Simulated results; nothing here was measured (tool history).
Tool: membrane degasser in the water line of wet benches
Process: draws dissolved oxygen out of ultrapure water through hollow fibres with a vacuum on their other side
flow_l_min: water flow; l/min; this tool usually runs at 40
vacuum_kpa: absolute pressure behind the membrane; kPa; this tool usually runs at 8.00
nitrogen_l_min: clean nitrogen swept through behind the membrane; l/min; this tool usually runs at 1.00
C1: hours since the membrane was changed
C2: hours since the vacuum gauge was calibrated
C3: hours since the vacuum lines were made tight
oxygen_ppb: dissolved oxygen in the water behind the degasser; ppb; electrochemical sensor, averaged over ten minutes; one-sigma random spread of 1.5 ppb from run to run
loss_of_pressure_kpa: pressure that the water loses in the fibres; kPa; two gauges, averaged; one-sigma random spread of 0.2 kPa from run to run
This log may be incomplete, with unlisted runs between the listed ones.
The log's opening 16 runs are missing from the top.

{"run": 17, "day": 55.2, "flow_l_min": 40, "vacuum_kpa": 8.0, "nitrogen_l_min": 2.27, "C1": 5298, "C2": 867, "C3": 12382, "oxygen_ppb": 196.2, "loss_of_pressure_kpa": 41.37}
{"day": 57.292, "done": "gauge calibrated"}
{"run": 18, "day": 58.112, "flow_l_min": 37, "vacuum_kpa": 7.37, "nitrogen_l_min": 0.59, "C1": 5368, "C2": 937, "C3": 12452, "oxygen_ppb": 460.2, "loss_of_pressure_kpa": 39.48}
{"run": 19, "day": 61.075, "flow_l_min": 53, "vacuum_kpa": 13.56, "nitrogen_l_min": 2.49, "C1": 5439, "C2": 1008, "C3": 12523, "oxygen_ppb": 486.6, "loss_of_pressure_kpa": 56.13}
{"run": 20, "day": 64.421, "flow_l_min": 40, "vacuum_kpa": 8.0, "nitrogen_l_min": 2.22, "C1": 5519, "C2": 1088, "C3": 12603, "oxygen_ppb": 199.1, "loss_of_pressure_kpa": 42.2}
{"run": 21, "day": 67.962, "flow_l_min": 57, "vacuum_kpa": 7.8, "nitrogen_l_min": 2.5, "C1": 5604, "C2": 1173, "C3": 12688, "oxygen_ppb": 249.6, "loss_of_pressure_kpa": 60.15}
{"run": 22, "day": 71.988, "flow_l_min": 32, "vacuum_kpa": 7.19, "nitrogen_l_min": 1.03, "C1": 5701, "C2": 1270, "C3": 12785, "oxygen_ppb": 256.2, "loss_of_pressure_kpa": 33.91}
{"run": 23, "day": 75.242, "flow_l_min": 32, "vacuum_kpa": 7.19, "nitrogen_l_min": 0.66, "C1": 5779, "C2": 1348, "C3": 12863, "oxygen_ppb": 364.1, "loss_of_pressure_kpa": 33.38}
{"run": 24, "day": 78.683, "flow_l_min": 48, "vacuum_kpa": 9.18, "nitrogen_l_min": 0.47, "C1": 5862, "C2": 1431, "C3": 12945, "oxygen_ppb": 882.2, "loss_of_pressure_kpa": 50.58}
{"run": 25, "day": 82.767, "flow_l_min": 25, "vacuum_kpa": 8.0, "nitrogen_l_min": 1.84, "C1": 5960, "C2": 1529, "C3": 13044, "oxygen_ppb": 149.5, "loss_of_pressure_kpa": 26.49}
{"run": 26, "day": 85.929, "flow_l_min": 40, "vacuum_kpa": 12.35, "nitrogen_l_min": 1.0, "C1": 6035, "C2": 1605, "C3": 13119, "oxygen_ppb": 689.8, "loss_of_pressure_kpa": 42.07}
{"run": 27, "day": 89.921, "flow_l_min": 60, "vacuum_kpa": 12.35, "nitrogen_l_min": 1.0, "C1": 6131, "C2": 1700, "C3": 13215, "oxygen_ppb": 942.5, "loss_of_pressure_kpa": 62.68}
{"day": 92.079, "done": "seals of the vacuum lines changed"}
{"run": 28, "day": 92.288, "flow_l_min": 25, "vacuum_kpa": 8.0, "nitrogen_l_min": 1.75, "C1": 6186, "C2": 1755, "C3": 5, "oxygen_ppb": 156.8, "loss_of_pressure_kpa": 25.99}
{"run": 29, "day": 96.417, "flow_l_min": 25, "vacuum_kpa": 8.0, "nitrogen_l_min": 1.75, "C1": 6285, "C2": 1854, "C3": 104, "oxygen_ppb": 157.2, "loss_of_pressure_kpa": 26.08}
{"run": 30, "day": 98.775, "flow_l_min": 46, "vacuum_kpa": 8.0, "nitrogen_l_min": 0.82, "C1": 6342, "C2": 1911, "C3": 161, "oxygen_ppb": 488.0, "loss_of_pressure_kpa": 47.98}
{"run": 31, "day": 102.108, "flow_l_min": 33, "vacuum_kpa": 5.59, "nitrogen_l_min": 0.58, "C1": 6422, "C2": 1991, "C3": 241, "oxygen_ppb": 251.0, "loss_of_pressure_kpa": 34.21}
{"run": 32, "day": 104.379, "flow_l_min": 33, "vacuum_kpa": 5.59, "nitrogen_l_min": 0.58, "C1": 6476, "C2": 2045, "C3": 295, "oxygen_ppb": 248.2, "loss_of_pressure_kpa": 34.12}
{"run": 33, "day": 107.012, "flow_l_min": 33, "vacuum_kpa": 8.76, "nitrogen_l_min": 2.43, "C1": 6540, "C2": 2109, "C3": 358, "oxygen_ppb": 174.4, "loss_of_pressure_kpa": 34.54}

3 options for the next run, each taken on its own from the tool as it stands now. Forecast them:
{"run": "A", "day": 112.104, "flow_l_min": 34, "vacuum_kpa": 8.76, "nitrogen_l_min": 0.71, "C1": 6662, "C2": 2231, "C3": 481, "oxygen_ppb": "?", "loss_of_pressure_kpa": "?"}
{"run": "B", "day": 112.104, "flow_l_min": 40, "vacuum_kpa": 11.63, "nitrogen_l_min": 1.0, "C1": 6662, "C2": 2231, "C3": 481, "oxygen_ppb": "?", "loss_of_pressure_kpa": "?"}
{"run": "C", "day": 112.104, "flow_l_min": 40, "vacuum_kpa": 8.0, "nitrogen_l_min": 2.04, "C1": 6662, "C2": 2231, "C3": 481, "oxygen_ppb": "?", "loss_of_pressure_kpa": "?"}

run=A oxygen_ppb=495.0 loss_of_pressure_kpa=34.94
run=B oxygen_ppb=644.3 loss_of_pressure_kpa=41.46
run=C oxygen_ppb=212.5 loss_of_pressure_kpa=41.29
Without the tool's unlogged condition, the same runs would have read:
run=A oxygen_ppb=494.9 loss_of_pressure_kpa=35.92
run=B oxygen_ppb=644.2 loss_of_pressure_kpa=42.61
run=C oxygen_ppb=212.4 loss_of_pressure_kpa=42.45
